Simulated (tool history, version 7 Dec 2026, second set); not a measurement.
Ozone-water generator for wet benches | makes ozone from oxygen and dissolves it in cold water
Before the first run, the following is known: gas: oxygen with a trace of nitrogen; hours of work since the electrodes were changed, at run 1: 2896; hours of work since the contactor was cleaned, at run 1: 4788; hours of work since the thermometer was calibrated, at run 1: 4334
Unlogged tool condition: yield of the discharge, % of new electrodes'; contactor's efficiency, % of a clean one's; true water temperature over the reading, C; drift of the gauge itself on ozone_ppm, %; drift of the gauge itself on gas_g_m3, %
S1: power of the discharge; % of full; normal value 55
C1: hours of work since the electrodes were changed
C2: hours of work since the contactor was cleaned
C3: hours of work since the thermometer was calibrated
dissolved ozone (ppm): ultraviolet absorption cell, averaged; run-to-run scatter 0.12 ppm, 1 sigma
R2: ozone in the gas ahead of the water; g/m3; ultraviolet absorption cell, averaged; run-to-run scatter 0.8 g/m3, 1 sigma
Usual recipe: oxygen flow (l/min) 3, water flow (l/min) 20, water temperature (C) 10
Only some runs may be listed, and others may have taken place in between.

Run 1, day 0: usual settings; C1 2896; C2 4788; C3 4334. Result: dissolved ozone (ppm) 10.3, R2 114.7 g/m3.
Run 2, day 4.367: usual settings; C1 2973; C2 4866; C3 4412. Result: dissolved ozone (ppm) 10.1, R2 114.6 g/m3.
Run 3, day 8.788: usual settings; C1 3052; C2 4944; C3 4490. Result: dissolved ozone (ppm) 10.2, R2 114.3 g/m3.
Run 4, day 16.9: usual settings; C1 3195; C2 5087; C3 4633. Result: dissolved ozone (ppm) 10.1, R2 114 g/m3.
Run 5, day 24.733: usual settings; C1 3334; C2 5226; C3 4772. Result: dissolved ozone (ppm) 9.9, R2 112.7 g/m3.
Run 6, day 29.362: usual settings; C1 3416; C2 5308; C3 4854. Result: dissolved ozone (ppm) 9.9, R2 112.7 g/m3.
Run 7, day 37.075: usual settings; C1 3552; C2 5444; C3 4990. Result: dissolved ozone (ppm) 10, R2 111.9 g/m3.
At day 41.904: contactor cleaned.
Run 8, day 42.767: usual settings; C1 3650; C2 15; C3 5088. Result: dissolved ozone (ppm) 10, R2 110.7 g/m3.
Run 9, day 47.2: usual settings; C1 3728; C2 94; C3 5167. Result: dissolved ozone (ppm) 9.8, R2 110.9 g/m3.
Run 10, day 52.75: usual settings; C1 3826; C2 192; C3 5265. Result: dissolved ozone (ppm) 9.8, R2 110.7 g/m3.
Run 11, day 57.233: usual settings; C1 3906; C2 271; C3 5344. Result: dissolved ozone (ppm) 9.8, R2 111.5 g/m3.
At day 59.579: contactor cleaned, once more.
Run 12, day 61.3: usual settings but S1 78 % of full; C1 3975; C2 31; C3 5413. Result: dissolved ozone (ppm) 12.8, R2 134.9 g/m3.
Run 13, day 66.208: usual settings; C1 4061; C2 117; C3 5500. Result: dissolved ozone (ppm) 10.4, R2 111.3 g/m3.
Run 14, day 70.1: usual settings; C1 4130; C2 186; C3 5569. Result: dissolved ozone (ppm) 10.2, R2 110.4 g/m3.
Run 15, day 75.258: usual settings; C1 4222; C2 277; C3 5660. Result: dissolved ozone (ppm) 10.1, R2 108.6 g/m3.
Run 16, day 80.417: usual settings but S1 44 % of full, water temperature (C) 16; C1 4313; C2 369; C3 5751. Result: dissolved ozone (ppm) 8.4, R2 97 g/m3.
Run 17, day 86.821: usual settings but S1 44 % of full, water temperature (C) 16; C1 4426; C2 482; C3 5865. Result: dissolved ozone (ppm) 8.3, R2 96.9 g/m3.
At day 94.317: water thermometer calibrated.
Run 18, day 94.746: usual settings but S1 44 % of full, water temperature (C) 16; C1 4566; C2 622; C3 8. Result: dissolved ozone (ppm) 8.6, R2 94.9 g/m3.
Run 19, day 102.421: usual settings but water temperature (C) 6; C1 4702; C2 758; C3 143. Result: dissolved ozone (ppm) 10.4, R2 107.7 g/m3.
Run 20, day 106.608: usual settings but water temperature (C) 6; C1 4776; C2 832; C3 217. Result: dissolved ozone (ppm) 10.3, R2 108.3 g/m3.
Run 21, day 113.196: usual settings but water flow (l/min) 21, water temperature (C) 13; C1 4892; C2 948; C3 334. Result: dissolved ozone (ppm) 9.5, R2 106.3 g/m3.
Run 22, day 119.9: usual settings but water flow (l/min) 21, water temperature (C) 13; C1 5011; C2 1067; C3 453. Result: dissolved ozone (ppm) 9.4, R2 106.6 g/m3.
Run 23, day 123.704: usual settings but S1 53 % of full, oxygen flow (l/min) 4.4, water flow (l/min) 21, water temperature (C) 11; C1 5078; C2 1134; C3 520. Result: dissolved ozone (ppm) 9.3, R2 82 g/m3.
Run 24, day 128.696: usual settings but S1 68 % of full, oxygen flow (l/min) 4.62, water temperature (C) 13; C1 5167; C2 1222; C3 608. Result: dissolved ozone (ppm) 10.9, R2 90.6 g/m3.
Run 25, day 134.742: usual settings but oxygen flow (l/min) 4.6; C1 5274; C2 1329; C3 715. Result: dissolved ozone (ppm) 9.8, R2 80.5 g/m3.
Run 26, day 141.929: usual settings but water flow (l/min) 19; C1 5401; C2 1457; C3 842. Result: dissolved ozone (ppm) 10.1, R2 105.4 g/m3.
Run 27, day 148.325: usual settings but oxygen flow (l/min) 2.16, water flow (l/min) 26, water temperature (C) 6; C1 5514; C2 1570; C3 955. Result: dissolved ozone (ppm) 7.3, R2 129.4 g/m3.
Run 28, day 156.342: usual settings but oxygen flow (l/min) 3.67, water flow (l/min) 26, water temperature (C) 17; C1 5656; C2 1712; C3 1097. Result: dissolved ozone (ppm) 7.3, R2 91.9 g/m3.

Predict the results of run 29:
Run 29, day 163.212: usual settings but S1 98 % of full, oxygen flow (l/min) 3.67, water flow (l/min) 24, water temperature (C) 13; C1 5777; C2 1833; C3 1219. Result: dissolved ozone (ppm) ?, R2 ?.

Run 29 gave dissolved ozone (ppm) 11.1, R2 124.4 g/m3.
On a tool with no hidden condition, and with the same random variation, this run would have come out at dissolved ozone (ppm) 14.9, R2 163.8 g/m3.

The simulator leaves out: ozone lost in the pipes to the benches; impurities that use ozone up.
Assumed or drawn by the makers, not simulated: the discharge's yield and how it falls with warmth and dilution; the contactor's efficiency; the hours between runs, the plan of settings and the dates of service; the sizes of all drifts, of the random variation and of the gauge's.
